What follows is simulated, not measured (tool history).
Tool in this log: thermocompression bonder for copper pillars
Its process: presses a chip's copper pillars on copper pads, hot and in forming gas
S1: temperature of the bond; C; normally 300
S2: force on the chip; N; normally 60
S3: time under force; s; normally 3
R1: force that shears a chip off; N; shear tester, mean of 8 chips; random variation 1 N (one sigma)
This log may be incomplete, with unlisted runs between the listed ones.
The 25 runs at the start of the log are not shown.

run 26 day=39.958 | S1=310 S2=68 S3=3 | R1=103.4
run 27 day=42.050 | S1=300 S2=42 S3=8 | R1=103.5
run 28 day=43.496 | S1=285 S2=41 S3=6 | R1=82.2
run 29 day=45.042 | S1=271 S2=37 S3=3 | R1=51.9
-- day=45.875 forming gas filter changed
run 30 day=46.488 | S1=291 S2=60 S3=2 | R1=78.7
run 31 day=47.654 | S1=285 S2=60 S3=5 | R1=95.3
run 32 day=48.688 | S1=285 S2=60 S3=3 | R1=80.3
run 33 day=49.971 | S1=285 S2=60 S3=3 | R1=78.3
run 34 day=52.429 | S1=324 S2=47 S3=3 | R1=101.8
run 35 day=53.692 | S1=301 S2=62 S3=3 | R1=90.6
run 36 day=54.758 | S1=315 S2=73 S3=5 | R1=118.2
-- day=55.212 force cell calibrated
-- day=55.650 forming gas filter changed
run 37 day=55.925 | S1=315 S2=73 S3=5 | R1=125.5
run 38 day=57.767 | S1=315 S2=73 S3=5 | R1=126.1
-- day=59.267 heater calibrated with a thermocouple chip
run 39 day=59.267 | S1=274 S2=84 S3=5 | R1=87.5

Predict each of these 3 candidate next runs independently; none follows another, all start after run 39:
run A day=60.733 | S1=300 S2=50 S3=7 | R1=?
run B day=60.733 | S1=274 S2=61 S3=5 | R1=?
run C day=60.733 | S1=305 S2=49 S3=2 | R1=?

run=A R1=100.8
run=B R1=74.6
run=C R1=70.7
Take away the tool's hidden state, keep each run's random variation, and the runs would have read:
run=A R1=105.4
run=B R1=78.2
run=C R1=74.1
